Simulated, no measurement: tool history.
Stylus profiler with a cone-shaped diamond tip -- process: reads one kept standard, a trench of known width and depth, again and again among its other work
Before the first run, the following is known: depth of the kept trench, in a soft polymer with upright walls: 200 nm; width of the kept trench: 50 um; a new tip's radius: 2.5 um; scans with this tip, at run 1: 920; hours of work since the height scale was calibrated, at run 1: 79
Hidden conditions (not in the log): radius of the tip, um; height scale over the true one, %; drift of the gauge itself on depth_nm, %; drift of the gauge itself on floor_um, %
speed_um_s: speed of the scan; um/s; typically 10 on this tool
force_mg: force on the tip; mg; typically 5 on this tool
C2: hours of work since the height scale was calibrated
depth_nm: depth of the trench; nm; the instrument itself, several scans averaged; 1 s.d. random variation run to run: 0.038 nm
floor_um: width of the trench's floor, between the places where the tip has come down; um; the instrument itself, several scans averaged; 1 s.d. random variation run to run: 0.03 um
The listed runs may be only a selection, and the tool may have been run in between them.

Run 1, hour 0: usual settings; scans with this tip 920; C2 79. Result: depth_nm 201.87 nm, floor_um 47.99 um.
Run 2, hour 13.6: usual settings; scans with this tip 1030; C2 88. Result: depth_nm 201.84 nm, floor_um 48.02 um.
Run 3, hour 24.8: usual settings; scans with this tip 1121; C2 96. Result: depth_nm 201.89 nm, floor_um 48.02 um.
Run 4, hour 37.7: usual settings but speed_um_s 4 um/s; scans with this tip 1226; C2 105. Result: depth_nm 201.92 nm, floor_um 48.02 um.
Run 5, hour 52.3: usual settings; scans with this tip 1344; C2 115. Result: depth_nm 201.9 nm, floor_um 47.98 um.
Run 6, hour 59.7: usual settings; scans with this tip 1404; C2 120. Result: depth_nm 201.94 nm, floor_um 48.04 um.
Run 7, hour 69: usual settings; scans with this tip 1479; C2 127. Result: depth_nm 201.88 nm, floor_um 47.99 um.
Run 8, hour 78.7: usual settings; scans with this tip 1558; C2 133. Result: depth_nm 201.85 nm, floor_um 47.99 um.
Run 9, hour 92.4: usual settings; scans with this tip 1668; C2 143. Result: depth_nm 201.88 nm, floor_um 47.98 um.
Run 10, hour 105.9: usual settings; scans with this tip 1778; C2 152. Result: depth_nm 201.96 nm, floor_um 48.02 um.
Run 11, hour 117.7: usual settings; scans with this tip 1874; C2 160. Result: depth_nm 201.91 nm, floor_um 48.02 um.
Run 12, hour 130.6: usual settings but speed_um_s 8 um/s; scans with this tip 1978; C2 169. Result: depth_nm 201.93 nm, floor_um 47.98 um.
Run 13, hour 145.7: usual settings but speed_um_s 2 um/s; scans with this tip 2100; C2 180. Result: depth_nm 201.94 nm, floor_um 48.05 um.
Run 14, hour 155.3: usual settings but speed_um_s 2 um/s; scans with this tip 2178; C2 186. Result: depth_nm 201.84 nm, floor_um 47.99 um.
Run 15, hour 166.1: usual settings but speed_um_s 2 um/s; scans with this tip 2266; C2 194. Result: depth_nm 201.8 nm, floor_um 48.02 um.
Run 16, hour 177: usual settings; scans with this tip 2354; C2 202. Result: depth_nm 201.86 nm, floor_um 48.02 um.
Run 17, hour 192: usual settings but force_mg 12.67 mg; scans with this tip 2475; C2 212. Result: depth_nm 203.55 nm, floor_um 48.06 um.
Run 18, hour 199.6: usual settings but force_mg 12.67 mg; scans with this tip 2537; C2 217. Result: depth_nm 203.55 nm, floor_um 48.04 um.
Run 19, hour 215.3: usual settings but force_mg 12.67 mg; scans with this tip 2664; C2 228. Result: depth_nm 203.47 nm, floor_um 48.01 um.
Run 20, hour 229.8: usual settings but force_mg 12.67 mg; scans with this tip 2782; C2 238. Result: depth_nm 203.51 nm, floor_um 48.04 um.
Run 21, hour 239.2: usual settings but speed_um_s 3 um/s, force_mg 2.96 mg; scans with this tip 2858; C2 245. Result: depth_nm 201.28 nm, floor_um 47.98 um.
Run 22, hour 248.5: usual settings but speed_um_s 14 um/s; scans with this tip 2933; C2 251. Result: depth_nm 201.97 nm, floor_um 48.02 um.
Run 23, hour 260.9: usual settings but speed_um_s 14 um/s; scans with this tip 3034; C2 260. Result: depth_nm 201.91 nm, floor_um 48.05 um.
Run 24, hour 275.6: usual settings but speed_um_s 14 um/s; scans with this tip 3152; C2 270. Result: depth_nm 201.88 nm, floor_um 47.98 um.
Run 25, hour 282.7: usual settings but speed_um_s 14 um/s; scans with this tip 3210; C2 275. Result: depth_nm 201.9 nm, floor_um 47.93 um.
Run 26, hour 298: usual settings but speed_um_s 4 um/s, force_mg 2.25 mg; scans with this tip 3334; C2 285. Result: depth_nm 201.13 nm, floor_um 48.02 um.
Run 27, hour 305.2: usual settings but speed_um_s 4 um/s, force_mg 12.79 mg; scans with this tip 3392; C2 290. Result: depth_nm 203.55 nm, floor_um 48.02 um.
Run 28, hour 320.1: usual settings but speed_um_s 8 um/s, force_mg 4.09 mg; scans with this tip 3513; C2 301. Result: depth_nm 201.71 nm, floor_um 48.01 um.
Run 29, hour 327.2: usual settings but speed_um_s 8 um/s, force_mg 4.09 mg; scans with this tip 3570; C2 306. Result: depth_nm 201.62 nm, floor_um 48 um.
Run 30, hour 336: usual settings but speed_um_s 6 um/s, force_mg 1.7 mg; scans with this tip 3642; C2 312. Result: depth_nm 200.93 nm, floor_um 48 um.
Run 31, hour 350.1: usual settings but speed_um_s 8 um/s, force_mg 11.31 mg; scans with this tip 3756; C2 322. Result: depth_nm 203.23 nm, floor_um 47.99 um.
Run 32, hour 364.5: usual settings but speed_um_s 11 um/s, force_mg 2.7 mg; scans with this tip 3873; C2 332. Result: depth_nm 201.29 nm, floor_um 47.98 um.
Run 33, hour 377: usual settings but speed_um_s 11 um/s, force_mg 2.7 mg; scans with this tip 3973; C2 340. Result: depth_nm 201.3 nm, floor_um 47.98 um.
Run 34, hour 389.2: usual settings but speed_um_s 8 um/s, force_mg 10.59 mg; scans with this tip 4072; C2 349. Result: depth_nm 203.1 nm, floor_um 48.04 um.
Run 35, hour 402.6: usual settings but force_mg 7.98 mg; scans with this tip 4181; C2 358. Result: depth_nm 202.59 nm, floor_um 47.98 um.
Run 36, hour 411.7: usual settings but speed_um_s 7 um/s, force_mg 7.01 mg; scans with this tip 4255; C2 364. Result: depth_nm 202.32 nm, floor_um 48.01 um.
Run 37, hour 419.4: usual settings but speed_um_s 12 um/s, force_mg 4.48 mg; scans with this tip 4317; C2 370. Result: depth_nm 201.82 nm, floor_um 47.99 um.
Run 38, hour 434.1: usual settings but speed_um_s 7 um/s; scans with this tip 4436; C2 380. Result: depth_nm 201.83 nm, floor_um 48.04 um.
Run 39, hour 443.8: usual settings but speed_um_s 3 um/s, force_mg 7.23 mg; scans with this tip 4515; C2 387. Result: depth_nm 202.48 nm, floor_um 48.01 um.
Run 40, hour 455.3: usual settings but speed_um_s 3 um/s, force_mg 5.9 mg; scans with this tip 4608; C2 395. Result: depth_nm 202.16 nm, floor_um 48 um.

Below are 4 alternative next runs, each starting from the tool's condition after run 40. Predict each:
Run A, hour 464.1: usual settings but speed_um_s 32 um/s, force_mg 4.96 mg; scans with this tip 4679; C2 401. Result: depth_nm ?, floor_um ?.
Run B, hour 464.1: usual settings but force_mg 4.94 mg; scans with this tip 4679; C2 401. Result: depth_nm ?, floor_um ?.
Run C, hour 464.1: usual settings but speed_um_s 4 um/s; scans with this tip 4679; C2 401. Result: depth_nm ?, floor_um ?.
Run D, hour 464.1: usual settings but speed_um_s 17 um/s, force_mg 5.9 mg; scans with this tip 4679; C2 401. Result: depth_nm ?, floor_um ?.

run  depth_nm  floor_um
  A    201.86     47.92
  B    201.84     47.96
  C    201.91     48.03
  D     202.1        48
With the hidden condition removed and each run's random variation left untouched, the same runs would have given:
run  depth_nm  floor_um
  A    201.86     47.92
  B    201.83     47.96
  C    201.91     48.03
  D    202.09        48
